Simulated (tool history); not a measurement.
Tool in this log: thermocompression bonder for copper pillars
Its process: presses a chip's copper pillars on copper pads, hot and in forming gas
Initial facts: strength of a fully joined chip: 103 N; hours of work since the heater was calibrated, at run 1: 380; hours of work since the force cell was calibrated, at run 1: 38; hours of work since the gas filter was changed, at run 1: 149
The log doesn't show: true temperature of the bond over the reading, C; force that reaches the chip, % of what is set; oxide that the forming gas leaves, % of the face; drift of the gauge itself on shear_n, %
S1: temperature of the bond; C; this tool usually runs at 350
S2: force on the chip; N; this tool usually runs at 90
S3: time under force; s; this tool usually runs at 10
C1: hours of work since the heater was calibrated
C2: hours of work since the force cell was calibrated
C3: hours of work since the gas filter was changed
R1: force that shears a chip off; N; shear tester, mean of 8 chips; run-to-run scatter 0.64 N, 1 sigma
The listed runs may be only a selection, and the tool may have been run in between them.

run,day,S1,S2,S3,C1,C2,C3,R1
1,0.000,350,90,10,380,38,149,73.2
2,0.254,350,90,10,383,41,151,73.2
3,0.558,350,90,10,386,44,154,74.8
4,0.846,350,90,5,389,47,157,61.1
5,1.225,350,90,10,393,51,161,74.3
6,1.454,350,90,10,396,54,164,73.9
7,1.646,350,84,10,398,56,166,72.4
8,1.933,350,90,10,401,59,169,74.3
9,2.133,350,67,10,403,61,171,66.2
10,2.388,350,90,10,405,64,174,74.0
11,2.762,350,90,10,409,68,178,73.1
12,2.925,350,90,10,411,69,179,73.7
13,3.325,350,90,10,415,74,184,73.4
14,3.629,350,90,10,419,77,187,73.7
15,4.008,350,90,10,423,81,191,72.5
16,4.383,350,94,8,427,85,195,70.7
17,4.721,373,68,8,430,88,198,76.4
18,4.900,373,55,8,432,90,200,71.8
19,5.246,373,55,8,436,94,204,72.0

Run 20 is up next; what results do you expect?
20,5.529,373,55,8,439,97,207,?

For run 20 the tool returned R1 71.9 N.
With the hidden condition absent and the run-to-run variation left alone, this run would have shown R1 74.7 N.
